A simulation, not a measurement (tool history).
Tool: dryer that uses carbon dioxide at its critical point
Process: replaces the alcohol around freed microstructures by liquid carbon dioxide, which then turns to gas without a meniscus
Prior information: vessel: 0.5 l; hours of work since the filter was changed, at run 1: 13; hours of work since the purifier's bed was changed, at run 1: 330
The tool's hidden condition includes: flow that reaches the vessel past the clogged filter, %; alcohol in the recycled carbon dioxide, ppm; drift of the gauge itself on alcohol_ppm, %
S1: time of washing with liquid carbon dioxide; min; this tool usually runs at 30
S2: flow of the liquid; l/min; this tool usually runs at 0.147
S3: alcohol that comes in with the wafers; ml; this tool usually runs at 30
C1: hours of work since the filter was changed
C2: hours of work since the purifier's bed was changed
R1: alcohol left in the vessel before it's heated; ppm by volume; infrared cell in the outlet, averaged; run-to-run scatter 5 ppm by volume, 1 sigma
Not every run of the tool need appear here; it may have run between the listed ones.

{"run": 1, "hour": 0.0, "S1": 30, "S2": 0.147, "S3": 30, "C1": 13, "C2": 330, "R1": 165}
{"run": 2, "hour": 19.6, "S1": 30, "S2": 0.147, "S3": 30, "C1": 25, "C2": 342, "R1": 174}
{"run": 3, "hour": 39.8, "S1": 30, "S2": 0.147, "S3": 30, "C1": 37, "C2": 354, "R1": 179}
{"run": 4, "hour": 52.2, "S1": 30, "S2": 0.177, "S3": 30, "C1": 44, "C2": 361, "R1": 164}
{"run": 5, "hour": 66.9, "S1": 30, "S2": 0.177, "S3": 30, "C1": 53, "C2": 369, "R1": 175}
{"run": 6, "hour": 90.7, "S1": 30, "S2": 0.177, "S3": 30, "C1": 67, "C2": 383, "R1": 169}
{"run": 7, "hour": 109.7, "S1": 30, "S2": 0.177, "S3": 30, "C1": 78, "C2": 395, "R1": 173}
{"run": 8, "hour": 132.5, "S1": 30, "S2": 0.177, "S3": 30, "C1": 91, "C2": 408, "R1": 181}
{"run": 9, "hour": 147.1, "S1": 30, "S2": 0.147, "S3": 30, "C1": 100, "C2": 416, "R1": 208}
{"run": 10, "hour": 167.7, "S1": 30, "S2": 0.147, "S3": 30, "C1": 112, "C2": 428, "R1": 212}
{"run": 11, "hour": 184.3, "S1": 30, "S2": 0.147, "S3": 30, "C1": 121, "C2": 438, "R1": 227}
{"run": 12, "hour": 197.7, "S1": 30, "S2": 0.147, "S3": 30, "C1": 129, "C2": 446, "R1": 214}
{"run": 13, "hour": 211.4, "S1": 30, "S2": 0.147, "S3": 30, "C1": 137, "C2": 454, "R1": 234}
{"run": 14, "hour": 230.4, "S1": 30, "S2": 0.147, "S3": 55, "C1": 148, "C2": 465, "R1": 265}
{"run": 15, "hour": 240.8, "S1": 30, "S2": 0.147, "S3": 55, "C1": 154, "C2": 471, "R1": 276}
{"run": 16, "hour": 263.9, "S1": 30, "S2": 0.147, "S3": 30, "C1": 168, "C2": 485, "R1": 243}
{"run": 17, "hour": 281.4, "S1": 30, "S2": 0.147, "S3": 30, "C1": 178, "C2": 495, "R1": 239}
{"run": 18, "hour": 293.7, "S1": 30, "S2": 0.147, "S3": 30, "C1": 185, "C2": 502, "R1": 254}
{"run": 19, "hour": 304.3, "S1": 30, "S2": 0.147, "S3": 30, "C1": 192, "C2": 509, "R1": 250}
{"run": 20, "hour": 317.1, "S1": 38, "S2": 0.147, "S3": 30, "C1": 199, "C2": 516, "R1": 220}
{"run": 21, "hour": 339.1, "S1": 38, "S2": 0.147, "S3": 30, "C1": 212, "C2": 529, "R1": 236}
{"run": 22, "hour": 358.5, "S1": 38, "S2": 0.147, "S3": 30, "C1": 223, "C2": 540, "R1": 234}
{"hour": 363.8, "done": "inlet filter changed"}
{"run": 23, "hour": 376.2, "S1": 38, "S2": 0.147, "S3": 30, "C1": 7, "C2": 550, "R1": 234}
{"run": 24, "hour": 398.7, "S1": 38, "S2": 0.147, "S3": 30, "C1": 20, "C2": 563, "R1": 241}
{"run": 25, "hour": 409.1, "S1": 29, "S2": 0.147, "S3": 30, "C1": 27, "C2": 569, "R1": 269}
{"run": 26, "hour": 427.7, "S1": 29, "S2": 0.147, "S3": 30, "C1": 37, "C2": 580, "R1": 270}
{"hour": 447.9, "done": "purifier's bed changed"}
{"run": 27, "hour": 447.9, "S1": 29, "S2": 0.103, "S3": 63, "C1": 48, "C2": 0, "R1": 735}
{"run": 28, "hour": 470.5, "S1": 24, "S2": 0.147, "S3": 25, "C1": 61, "C2": 13, "R1": 114}
{"run": 29, "hour": 482.6, "S1": 33, "S2": 0.242, "S3": 23, "C1": 68, "C2": 20, "R1": 16}
{"run": 30, "hour": 499.7, "S1": 33, "S2": 0.242, "S3": 23, "C1": 78, "C2": 30, "R1": 21}
{"run": 31, "hour": 519.2, "S1": 29, "S2": 0.147, "S3": 33, "C1": 89, "C2": 42, "R1": 65}
{"run": 32, "hour": 536.2, "S1": 29, "S2": 0.147, "S3": 33, "C1": 99, "C2": 52, "R1": 75}
{"run": 33, "hour": 553.1, "S1": 29, "S2": 0.147, "S3": 33, "C1": 109, "C2": 62, "R1": 82}
{"run": 34, "hour": 566.0, "S1": 47, "S2": 0.188, "S3": 29, "C1": 117, "C2": 69, "R1": 33}
{"run": 35, "hour": 589.5, "S1": 47, "S2": 0.147, "S3": 119, "C1": 130, "C2": 83, "R1": 46}
{"run": 36, "hour": 604.7, "S1": 36, "S2": 0.093, "S3": 49, "C1": 139, "C2": 92, "R1": 469}
{"run": 37, "hour": 616.0, "S1": 23, "S2": 0.138, "S3": 35, "C1": 146, "C2": 99, "R1": 402}
{"run": 38, "hour": 635.9, "S1": 23, "S2": 0.162, "S3": 35, "C1": 158, "C2": 110, "R1": 199}
{"run": 39, "hour": 657.5, "S1": 30, "S2": 0.126, "S3": 30, "C1": 170, "C2": 123, "R1": 193}
{"run": 40, "hour": 670.5, "S1": 30, "S2": 0.126, "S3": 55, "C1": 178, "C2": 130, "R1": 298}
{"run": 41, "hour": 682.9, "S1": 30, "S2": 0.126, "S3": 55, "C1": 185, "C2": 138, "R1": 302}
{"run": 42, "hour": 696.3, "S1": 45, "S2": 0.13, "S3": 47, "C1": 193, "C2": 146, "R1": 68}
{"run": 43, "hour": 707.3, "S1": 34, "S2": 0.159, "S3": 22, "C1": 200, "C2": 152, "R1": 77}
{"run": 44, "hour": 724.0, "S1": 34, "S2": 0.159, "S3": 22, "C1": 209, "C2": 162, "R1": 79}
{"run": 45, "hour": 736.8, "S1": 34, "S2": 0.159, "S3": 22, "C1": 217, "C2": 169, "R1": 87}
{"hour": 754.8, "done": "inlet filter changed"}
{"run": 46, "hour": 755.2, "S1": 30, "S2": 0.147, "S3": 55, "C1": 0, "C2": 180, "R1": 122}
{"run": 47, "hour": 775.7, "S1": 21, "S2": 0.16, "S3": 39, "C1": 12, "C2": 192, "R1": 258}

Some steps in R1, run to run, broken into two amounts with sign: the step expected even without the hidden condition (settings, incoming material, random variation), and the rest, left for the hidden condition together with whatever gauge scatter is not in both the measured and the hidden-condition-free result:
Run 26 -> 27: S2 0.147 -> 0.103, S3 30 -> 63, purifier's bed changed. R1 +465 ppm by volume: hidden state -134, all else +599.
Run 27 -> 28: S1 29 -> 24, S2 0.103 -> 0.147, S3 63 -> 25. R1 -621 ppm by volume: hidden state -76, all else -545.
Run 35 -> 36: S1 47 -> 36, S2 0.147 -> 0.093, S3 119 -> 49. R1 +423 ppm by volume: hidden state +156, all else +267.
Run 41 -> 42: S1 30 -> 45, S2 0.126 -> 0.13, S3 55 -> 47. R1 -234 ppm by volume: hidden state -115, all else -119.
